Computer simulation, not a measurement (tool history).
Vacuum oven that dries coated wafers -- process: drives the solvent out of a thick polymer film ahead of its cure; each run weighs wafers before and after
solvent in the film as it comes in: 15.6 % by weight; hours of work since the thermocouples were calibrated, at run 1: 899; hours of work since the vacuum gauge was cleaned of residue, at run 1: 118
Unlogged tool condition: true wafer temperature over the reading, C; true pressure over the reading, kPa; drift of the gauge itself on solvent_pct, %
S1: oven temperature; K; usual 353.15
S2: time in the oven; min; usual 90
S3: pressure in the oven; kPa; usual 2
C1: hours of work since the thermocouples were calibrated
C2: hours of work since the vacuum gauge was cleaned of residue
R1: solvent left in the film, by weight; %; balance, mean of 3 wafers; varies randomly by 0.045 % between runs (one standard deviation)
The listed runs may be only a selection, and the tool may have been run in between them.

Run 1, day 0: usual settings; C1 899; C2 118. Result: R1 3.93 %.
Run 2, day 0.862: usual settings but S3 3.17 kPa; C1 908; C2 128. Result: R1 5.84 %.
Run 3, day 1.658: usual settings but S3 3.17 kPa; C1 917; C2 136. Result: R1 5.89 %.
Run 4, day 2.812: usual settings but S3 3.17 kPa; C1 930; C2 149. Result: R1 5.81 %.
Run 5, day 3.367: usual settings; C1 936; C2 155. Result: R1 3.92 %.
Run 6, day 4.521: usual settings but S1 361.15 K; C1 948; C2 168. Result: R1 2.64 %.
Run 7, day 5.475: usual settings; C1 958; C2 178. Result: R1 3.95 %.
Run 8, day 6.083: usual settings; C1 965; C2 184. Result: R1 3.98 %.
Run 9, day 7.025: usual settings; C1 975; C2 195. Result: R1 3.94 %.
Run 10, day 7.688: usual settings; C1 982; C2 202. Result: R1 3.9 %.
Run 11, day 8.271: usual settings; C1 989; C2 208. Result: R1 3.91 %.
Run 12, day 8.983: usual settings; C1 997; C2 216. Result: R1 3.99 %.
Run 13, day 9.892: usual settings; C1 1006; C2 226. Result: R1 3.91 %.
Run 14, day 11.104: usual settings but S3 2.08 kPa; C1 1020; C2 239. Result: R1 4.06 %.
Run 15, day 11.904: usual settings but S3 2.08 kPa; C1 1028; C2 248. Result: R1 4.04 %.
Run 16, day 12.529: usual settings but S3 2.08 kPa; C1 1035; C2 254. Result: R1 4.1 %.
Run 17, day 13.746: usual settings but S1 361.15 K, S3 2.08 kPa; C1 1048; C2 268. Result: R1 2.79 %.
Run 18, day 14.679: usual settings but S2 65 min; C1 1058; C2 278. Result: R1 4.5 %.
Run 19, day 15.546: usual settings but S2 65 min; C1 1068; C2 287. Result: R1 4.46 %.
Run 20, day 16.488: usual settings; C1 1078; C2 297. Result: R1 3.94 %.
Run 21, day 17.312: usual settings; C1 1087; C2 306. Result: R1 4.01 %.
Run 22, day 18.254: usual settings; C1 1097; C2 316. Result: R1 4.04 %.
Run 23, day 19.183: usual settings; C1 1107; C2 327. Result: R1 3.92 %.
Run 24, day 20.338: usual settings; C1 1120; C2 339. Result: R1 3.96 %.
Run 25, day 21.35: usual settings; C1 1131; C2 350. Result: R1 3.96 %.
Run 26, day 22.046: usual settings but S1 352.15 K, S2 143 min, S3 3.77 kPa; C1 1138; C2 358. Result: R1 7.1 %.
Run 27, day 23.208: usual settings but S1 352.15 K, S2 143 min, S3 3.77 kPa; C1 1151; C2 370. Result: R1 6.93 %.
Run 28, day 23.883: usual settings but S1 349.15 K, S2 67 min; C1 1158; C2 378. Result: R1 5.69 %.
Run 29, day 24.75: usual settings but S1 341.15 K, S3 2.28 kPa; C1 1168; C2 387. Result: R1 8.41 %.
Run 30, day 25.379: usual settings but S1 355.15 K, S2 159 min; C1 1174; C2 394. Result: R1 3.38 %.
Run 31, day 26.546: usual settings but S1 355.15 K, S2 159 min; C1 1187; C2 406. Result: R1 3.4 %.
Run 32, day 27.525: usual settings but S1 355.15 K, S2 159 min; C1 1198; C2 417. Result: R1 3.46 %.
Run 33, day 28.204: usual settings but S1 366.15 K, S2 55 min, S3 1.48 kPa; C1 1205; C2 424. Result: R1 1.81 %.
Run 34, day 28.929: usual settings but S1 339.15 K, S2 64 min, S3 6.23 kPa; C1 1213; C2 432. Result: R1 15.54 %.
Run 35, day 29.912: usual settings but S1 340.15 K, S3 1.91 kPa; C1 1224; C2 443. Result: R1 8.12 %.
Run 36, day 31.112: usual settings but S1 340.15 K, S3 1.91 kPa; C1 1237; C2 456. Result: R1 8.09 %.
At day 32.333: oven's thermocouples calibrated.
Run 37, day 32.371: usual settings but S1 349.15 K, S2 65 min, S3 1.85 kPa; C1 0; C2 469. Result: R1 6.47 %.
Run 38, day 33.254: usual settings but S1 359.15 K, S3 6.79 kPa; C1 10; C2 478. Result: R1 10.24 %.
Run 39, day 34.379: usual settings but S1 351.15 K, S2 102 min, S3 1.04 kPa; C1 22; C2 490. Result: R1 3.22 %.
Run 40, day 35.196: usual settings but S1 351.15 K, S2 102 min, S3 1.04 kPa; C1 31; C2 499. Result: R1 3.21 %.
Run 41, day 36.45: usual settings but S1 344.15 K, S2 80 min, S3 1.51 kPa; C1 45; C2 513. Result: R1 7.04 %.
Run 42, day 37.367: usual settings but S1 360.15 K, S2 52 min, S3 1.14 kPa; C1 55; C2 523. Result: R1 2.69 %.
Run 43, day 37.908: usual settings but S1 360.15 K, S2 52 min, S3 1.14 kPa; C1 60; C2 529. Result: R1 2.73 %.
Run 44, day 38.592: usual settings but S1 354.15 K, S2 46 min, S3 1.4 kPa; C1 68; C2 536. Result: R1 5.13 %.
Run 45, day 39.767: usual settings but S1 354.15 K, S2 75 min, S3 1.07 kPa; C1 81; C2 549. Result: R1 3.18 %.
Run 46, day 40.362: usual settings but S1 365.15 K, S2 110 min, S3 4.11 kPa; C1 87; C2 555. Result: R1 5 %.
Run 47, day 41.362: usual settings but S1 350.15 K, S2 112 min, S3 3.93 kPa; C1 98; C2 566. Result: R1 9.06 %.

Hidden state or all else? Some run-to-run changes of R1, split into what the settings, what came in and random variation would give without the hidden state, and what is left for the hidden state (with any gauge scatter that isn't in both results):
Run 29 -> 30: S1 341.15 -> 355.15, S2 90 -> 159, S3 2.28 -> 2. R1 -5.03 %: hidden state +0.58, all else -5.61.
Run 33 -> 34: S1 366.15 -> 339.15, S2 55 -> 64, S3 1.48 -> 6.23. R1 +13.73 %: hidden state +0.03, all else +13.7.
Run 34 -> 35: S1 339.15 -> 340.15, S2 64 -> 90, S3 6.23 -> 1.91. R1 -7.42 %: hidden state -0.6, all else -6.82.
Run 36 -> 37: S1 340.15 -> 349.15, S2 90 -> 65, S3 1.91 -> 1.85, oven's thermocouples calibrated. R1 -1.62 %: hidden state +1.04, all else -2.66.
Run 38 -> 39: S1 359.15 -> 351.15, S2 90 -> 102, S3 6.79 -> 1.04. R1 -7.02 %: hidden state +0.11, all else -7.13.
